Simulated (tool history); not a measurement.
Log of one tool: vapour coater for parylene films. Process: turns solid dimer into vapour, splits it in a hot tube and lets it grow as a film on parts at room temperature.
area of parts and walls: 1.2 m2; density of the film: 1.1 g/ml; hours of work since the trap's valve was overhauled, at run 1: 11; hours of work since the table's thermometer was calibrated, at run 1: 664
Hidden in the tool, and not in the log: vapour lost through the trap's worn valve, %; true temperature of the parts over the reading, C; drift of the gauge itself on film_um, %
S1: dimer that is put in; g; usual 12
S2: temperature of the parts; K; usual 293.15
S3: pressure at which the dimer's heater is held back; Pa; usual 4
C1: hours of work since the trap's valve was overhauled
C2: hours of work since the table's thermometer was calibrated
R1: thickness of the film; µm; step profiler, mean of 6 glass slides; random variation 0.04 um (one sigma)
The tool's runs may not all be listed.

run,hour,S1,S2,S3,C1,C2,R1
1,0,12,293.15,4,11,664,4.36
2,13.3,12,293.15,4,20,673,4.39
3,26.4,12,304.15,4,30,683,2.91
4,46.3,12,294.15,4,44,698,4.17
5,58.6,12,293.15,2.37,53,707,4.74
6,75.8,12,295.15,10.58,66,719,3.44
7,93.1,12,291.15,4,79,732,4.65
8,104.9,8,300.15,4,87,741,2.24
9,125.9,8,293.15,2.21,103,756,3.11
10,147.3,8,293.15,2.21,118,772,3.08

3 ways to go on from here, each from the tool as it stands after run 10. What would each give?
A,159.2,12,291.15,4,127,780,?
B,159.2,12,294.15,4.02,127,780,?
C,159.2,14,292.15,5.05,127,780,?

run,R1
A,4.62
B,4.14
C,4.99
Without the tool's hidden state the same runs would have given:
run,R1
A,4.63
B,4.15
C,5.01

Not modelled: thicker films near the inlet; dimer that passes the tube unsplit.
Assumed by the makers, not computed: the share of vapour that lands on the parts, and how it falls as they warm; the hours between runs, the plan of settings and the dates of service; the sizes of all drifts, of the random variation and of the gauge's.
